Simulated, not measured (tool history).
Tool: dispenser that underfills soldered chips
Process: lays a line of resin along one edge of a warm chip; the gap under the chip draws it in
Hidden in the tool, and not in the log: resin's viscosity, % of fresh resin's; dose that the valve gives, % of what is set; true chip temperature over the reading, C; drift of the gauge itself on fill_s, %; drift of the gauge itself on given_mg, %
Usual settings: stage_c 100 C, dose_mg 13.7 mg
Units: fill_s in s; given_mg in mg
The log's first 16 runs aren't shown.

| run | hour | stage_c | dose_mg | hours of work since the syringe was changed | hours of work since the valve was cleaned | hours of work since the stage was calibrated | fill_s | given_mg |
|---|---|---|---|---|---|---|---|---|
| 17 | 54 | 100 | 13.7 | 5 | 72 | 149 | 57.1 | 13.34 |
|  | 57.4 | new syringe of resin |
| 18 | 58.9 | 100 | 13.7 | 1 | 76 | 153 | 45.2 | 13.42 |
| 19 | 61.2 | 93 | 12.8 | 3 | 78 | 155 | 64.5 | 12.36 |
| 20 | 63.8 | 88 | 14.1 | 5 | 79 | 157 | 89.1 | 13.73 |
|  | 67.1 | new syringe of resin |
| 21 | 68.5 | 101 | 15.4 | 1 | 83 | 160 | 39.9 | 14.82 |
| 22 | 72.8 | 102 | 17.4 | 4 | 86 | 163 | 48.7 | 16.75 |
|  | 76.7 | new syringe of resin |
| 23 | 77.9 | 111 | 13.5 | 1 | 90 | 167 | 29.7 | 13.02 |
| 24 | 82.8 | 105 | 17.1 | 5 | 94 | 171 | 45.3 | 16.59 |
| 25 | 85.3 | 104 | 17.7 | 7 | 95 | 173 | 51.8 | 17.11 |
|  | 86.6 | new syringe of resin |
| 26 | 88 | 88 | 17.7 | 1 | 97 | 175 | 65.4 | 17.08 |
| 27 | 90.9 | 94 | 13.4 | 3 | 100 | 177 | 63.2 | 12.95 |
| 28 | 93.4 | 113 | 12 | 5 | 101 | 179 | 38.9 | 11.71 |
| 29 | 95.5 | 99 | 15.2 | 7 | 103 | 180 | 66.7 | 14.61 |
|  | 96.2 | new syringe of resin |
| 30 | 97.9 | 99 | 15.2 | 1 | 105 | 182 | 44.2 | 14.46 |
| 31 | 100.9 | 101 | 15.4 | 4 | 107 | 184 | 49.5 | 14.88 |
| 32 | 104 | 101 | 15.4 | 6 | 109 | 187 | 57.7 | 14.68 |
|  | 105.8 | new syringe of resin |
| 33 | 107.8 | 101 | 15.4 | 1 | 112 | 189 | 43.2 | 14.72 |
| 34 | 110.4 | 96 | 15.4 | 3 | 114 | 191 | 59.2 | 14.76 |
| 35 | 112.6 | 108 | 17.6 | 5 | 116 | 193 | 43.5 | 16.94 |

3 ways to go on from here, each from the tool as it stands after run 35. What would each give?
|  | 115.5 | new syringe of resin |
| A | 117.1 | 113 | 16.1 | 1 | 119 | 196 | ? | ? |
|  | 115.5 | new syringe of resin |
| B | 117.1 | 108 | 13.3 | 1 | 119 | 196 | ? | ? |
|  | 115.5 | new syringe of resin |
| C | 117.1 | 100 | 14.4 | 1 | 119 | 196 | ? | ? |

| run | fill_s | given_mg |
|---|---|---|
| A | 27.7 | 15.35 |
| B | 32.8 | 12.79 |
| C | 44.6 | 13.85 |
Without the tool's hidden state the same runs would have given:
| run | fill_s | given_mg |
|---|---|---|
| A | 26.5 | 16.04 |
| B | 31.2 | 13.36 |
| C | 42.7 | 14.47 |
